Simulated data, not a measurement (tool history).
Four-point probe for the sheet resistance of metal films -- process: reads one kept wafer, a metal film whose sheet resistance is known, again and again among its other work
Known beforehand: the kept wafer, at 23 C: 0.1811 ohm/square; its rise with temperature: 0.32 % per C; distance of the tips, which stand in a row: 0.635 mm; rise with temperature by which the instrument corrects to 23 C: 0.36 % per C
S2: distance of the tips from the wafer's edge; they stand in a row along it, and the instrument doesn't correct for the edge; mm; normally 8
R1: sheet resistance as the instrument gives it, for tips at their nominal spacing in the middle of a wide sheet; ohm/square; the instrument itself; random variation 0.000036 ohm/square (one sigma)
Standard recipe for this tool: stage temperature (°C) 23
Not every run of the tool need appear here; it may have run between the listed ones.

run 1 hour=0 | stage_temperature_(°C)=23 S2=8 | R1=0.181091
run 2 hour=23.6 | stage_temperature_(°C)=24 S2=8 | R1=0.18104
run 3 hour=48.5 | stage_temperature_(°C)=24 S2=7 | R1=0.181217
run 4 hour=92.6 | stage_temperature_(°C)=24 S2=7 | R1=0.181216
run 5 hour=139.4 | stage_temperature_(°C)=24 S2=7 | R1=0.181211
run 6 hour=176.2 | stage_temperature_(°C)=24 S2=7 | R1=0.181156
run 7 hour=216.4 | stage_temperature_(°C)=24 S2=7 | R1=0.181206
run 8 hour=260.8 | stage_temperature_(°C)=23 S2=8 | R1=0.180995
run 9 hour=286.3 | stage_temperature_(°C)=23 S2=8 | R1=0.181003
run 10 hour=318.8 | stage_temperature_(°C)=23 S2=10 | R1=0.180764
run 11 hour=347.5 | stage_temperature_(°C)=23 S2=8 | R1=0.180928
run 12 hour=374.1 | stage_temperature_(°C)=23 S2=8 | R1=0.180981
run 13 hour=416.1 | stage_temperature_(°C)=28 S2=18 | R1=0.180202
run 14 hour=445.5 | stage_temperature_(°C)=18 S2=15 | R1=0.180863
run 15 hour=487.5 | stage_temperature_(°C)=18 S2=4 | R1=0.183067
run 16 hour=531.3 | stage_temperature_(°C)=18 S2=4 | R1=0.183008
run 17 hour=573.2 | stage_temperature_(°C)=18 S2=4 | R1=0.183081
run 18 hour=607.3 | stage_temperature_(°C)=25 S2=4 | R1=0.182605
run 19 hour=636.9 | stage_temperature_(°C)=21 S2=4 | R1=0.182851
run 20 hour=665.5 | stage_temperature_(°C)=27 S2=4 | R1=0.1824
run 21 hour=704.6 | stage_temperature_(°C)=20 S2=17 | R1=0.18053
run 22 hour=740.6 | stage_temperature_(°C)=20 S2=17 | R1=0.180528
run 23 hour=784.8 | stage_temperature_(°C)=29 S2=21 | R1=0.179878

The log once held 2 entries between its listed runs, left out of this copy. Where does each go, and what is different about the tool's unlogged condition between the listed run before it and the listed run after it?
Logged between run 16 and run 17: stage's thermometer calibrated (hour 534.1)
  inner tips' distance over the nominal, %: -0.43 -> -0.439; wafer's true temperature over the reading, C: 0.11 -> 0.16
  measured value less the no-hidden-state value, R1: -0.000786 -> -0.000773 ohm/square
Logged between run 19 and run 20: stage's thermometer calibrated, once more (hour 657.1)
  inner tips' distance over the nominal, %: -0.452 -> -0.458; tips' flats over new ones', %: 61 -> 62; wafer's true temperature over the reading, C: 0.17 -> 0.01
  measured value less the no-hidden-state value, R1: -0.000796 -> -0.000899 ohm/square
